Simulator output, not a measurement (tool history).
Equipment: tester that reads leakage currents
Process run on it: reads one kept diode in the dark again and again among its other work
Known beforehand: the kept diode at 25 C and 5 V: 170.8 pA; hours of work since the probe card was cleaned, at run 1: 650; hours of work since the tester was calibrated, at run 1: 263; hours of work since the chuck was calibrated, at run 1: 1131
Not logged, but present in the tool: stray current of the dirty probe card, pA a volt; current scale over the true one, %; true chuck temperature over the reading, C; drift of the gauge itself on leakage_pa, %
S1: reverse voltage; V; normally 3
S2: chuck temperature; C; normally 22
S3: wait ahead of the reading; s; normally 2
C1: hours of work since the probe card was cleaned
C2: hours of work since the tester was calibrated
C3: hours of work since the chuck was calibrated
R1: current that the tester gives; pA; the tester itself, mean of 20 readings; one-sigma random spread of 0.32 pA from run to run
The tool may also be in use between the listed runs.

run     day   S1  S2  S3    C1   C2    C3       R1
  1       0    3  22   2   650  263  1131   116.08
      1.658  -- chuck's temperature calibrated
  2   7.329    3  55   2   730  343    63  1730.88
  3  15.083    3  55   2   815  428   148  1748.02
  4  19.612    3  55   2   866  478   199  1749.19
  5  26.467    3  55   2   941  554   274  1767.94
  6  32.804    3  55   2  1011  624   344  1778.54
  7  36.296    3  22   2  1050  663   383   108.26
  8  44.479    3  22   2  1141  754   474   109.22
  9  50.954    3  26   2  1212  825   545   158.75
 10    55.9    3  23   2  1267  880   600   121.39
     58.742  -- probe card cleaned and baked
 11    62.5  9.1  23   2    42  951   672    187.7

Run 12 is up next; what results do you expect?
 12   66  1.7  22   2  80  990  710   ?

R1: 88.49 pA
Take away the tool's hidden state, keep the run-to-run variation as it was, and the same run would have given R1 84.96 pA.

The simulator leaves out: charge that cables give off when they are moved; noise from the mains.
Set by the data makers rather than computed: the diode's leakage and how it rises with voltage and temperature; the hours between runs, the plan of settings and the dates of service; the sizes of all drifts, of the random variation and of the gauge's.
